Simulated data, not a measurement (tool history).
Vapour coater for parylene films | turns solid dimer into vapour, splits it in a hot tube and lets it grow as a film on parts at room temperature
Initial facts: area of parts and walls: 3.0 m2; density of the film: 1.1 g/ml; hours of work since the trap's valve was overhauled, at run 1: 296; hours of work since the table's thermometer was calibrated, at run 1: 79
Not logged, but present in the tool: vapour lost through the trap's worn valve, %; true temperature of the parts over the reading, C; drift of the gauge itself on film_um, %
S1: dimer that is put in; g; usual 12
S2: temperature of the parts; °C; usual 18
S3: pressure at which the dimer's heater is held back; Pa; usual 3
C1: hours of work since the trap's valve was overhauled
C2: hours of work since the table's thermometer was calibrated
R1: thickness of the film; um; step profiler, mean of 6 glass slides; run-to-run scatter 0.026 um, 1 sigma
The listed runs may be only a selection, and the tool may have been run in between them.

run	hour	S1	S2	S3	C1	C2	R1
1	0	12	18	3	296	79	1.84
2	27.8	12	20	3	320	104	1.69
3	73	12	18	3	359	143	1.81
# hour 86.7: trap's valve overhauled
4	96.4	12	18	3	8	160	2.09
5	129.6	12	13	3	37	189	2.49
6	165.8	12	16	3	69	221	2.1
7	184.4	17	18	3	85	237	2.84
8	229.6	17	18	3	125	276	2.8
9	268.8	17	18	3.8	159	310	2.74
10	312.1	12	18	3	197	348	1.89
11	341.7	12	18	3	223	374	1.88
12	383.5	12	18	7.65	259	411	1.72
13	413.7	12	18	7.65	285	437	1.66
14	456.6	12	18	7.65	323	474	1.64
15	485.8	12	18	9.45	348	500	1.59
# hour 510.7: trap's valve overhauled
16	510.7	12	18	9.45	0	518	1.86
17	556.6	12	18	3	40	558	2.01
18	593.8	12	18	3	73	591	1.97
19	614	12	18	3	90	608	1.95
20	647.7	12	18	3	120	638	1.95
21	669.2	12	18	3	138	657	1.93
22	713	12	18	3	177	695	1.87
23	757.3	12	18	3	215	733	1.87
24	789.5	11	18	3	243	762	1.72
25	832.7	11	18	3	281	799	1.66
26	860.6	11	13	2.46	305	824	2.04
27	895.1	5	19	8.77	336	854	0.64
# hour 935.3: trap's valve overhauled
28	939.8	6	13	8	4	889	1.1
29	980.9	10	13	4.92	40	925	1.89
# hour 998.8: table's thermometer calibrated
30	1006	20	18	11.95	61	6	2.9
31	1034	5	22	4.77	85	31	0.68
32	1058.9	6	18	2.5	107	53	1.02
33	1098.5	10	18	5.49	142	87	1.54
34	1128.7	11	18	8.75	168	113	1.55
35	1152	20	22	8.75	188	134	2.44
36	1194.4	20	22	8.75	225	171	2.42
37	1234.6	20	22	8.75	260	206	2.4
38	1276.2	13	11	10.31	297	242	2.26
39	1314.7	19	18	3	330	276	2.9
40	1334.3	19	26	2.35	347	293	2.08
# hour 1359.9: trap's valve overhauled
41	1363.8	19	26	2.35	3	315	2.42
42	1390	8	26	2.35	26	338	1.03
43	1411.9	8	26	2.35	45	357	0.99
44	1458	8	26	2.35	86	397	1
45	1479.9	8	26	2.35	105	416	0.95
46	1514.9	15	26	5.29	135	447	1.69
47	1545.3	15	26	5.29	162	474	1.65

What if the next run were any one of these 3? Each begins from the tool's condition after run 47:
A	1578.3	13	27	4.23	191	502	?
B	1578.3	8	12	6	191	502	?
C	1578.3	6	25	3	191	502	?

run	R1
A	1.34
B	1.51
C	0.71
Had the tool no hidden state, the same runs would have come out as:
run	R1
A	1.47
B	1.65
C	0.78
